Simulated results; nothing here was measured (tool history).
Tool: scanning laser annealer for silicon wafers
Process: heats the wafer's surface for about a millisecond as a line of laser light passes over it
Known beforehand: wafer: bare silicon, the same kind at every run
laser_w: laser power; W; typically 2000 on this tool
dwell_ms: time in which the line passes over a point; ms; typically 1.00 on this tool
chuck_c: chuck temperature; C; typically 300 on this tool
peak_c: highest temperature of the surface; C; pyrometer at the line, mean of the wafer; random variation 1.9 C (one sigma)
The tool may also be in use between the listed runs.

| run | hour | laser_w | dwell_ms | chuck_c | peak_c |
|---|---|---|---|---|---|
| 1 | 0.0 | 2000 | 1.00 | 300 | 1116 |
| 2 | 54.4 | 2000 | 0.81 | 300 | 1030 |
| 3 | 131.2 | 2000 | 0.81 | 300 | 1021 |
| 4 | 214.7 | 2000 | 1.00 | 300 | 1110 |
| 5 | 291.6 | 2000 | 1.00 | 300 | 1107 |
|  | 300.0 | window over the wafer cleaned |
| 6 | 340.5 | 2000 | 1.00 | 300 | 1130 |
| 7 | 421.2 | 2000 | 1.00 | 300 | 1130 |
| 8 | 474.9 | 2000 | 1.00 | 300 | 1127 |
| 9 | 563.2 | 2008 | 0.80 | 335 | 1070 |
| 10 | 602.3 | 2071 | 1.09 | 335 | 1230 |
|  | 612.2 | laser's power meter calibrated |
| 11 | 670.9 | 2071 | 1.09 | 277 | 1171 |
| 12 | 761.2 | 2141 | 1.09 | 300 | 1222 |
| 13 | 839.2 | 1883 | 1.00 | 300 | 1070 |
| 14 | 918.4 | 1899 | 1.04 | 267 | 1057 |

5 ways to go on from here, each from the tool as it stands after run 14. What would each give?
| A | 990.3 | 1899 | 1.11 | 267 | ? |
| B | 990.3 | 1827 | 1.11 | 295 | ? |
| C | 990.3 | 1744 | 1.04 | 303 | ? |
| D | 990.3 | 2109 | 1.10 | 285 | ? |
| E | 990.3 | 1924 | 1.19 | 313 | ? |

| run | peak_c |
|---|---|
| A | 1082 |
| B | 1082 |
| C | 1023 |
| D | 1193 |
| E | 1176 |
Without the tool's unlogged condition, the same runs would have read:
| run | peak_c |
|---|---|
| A | 1110 |
| B | 1109 |
| C | 1048 |
| D | 1225 |
| E | 1205 |
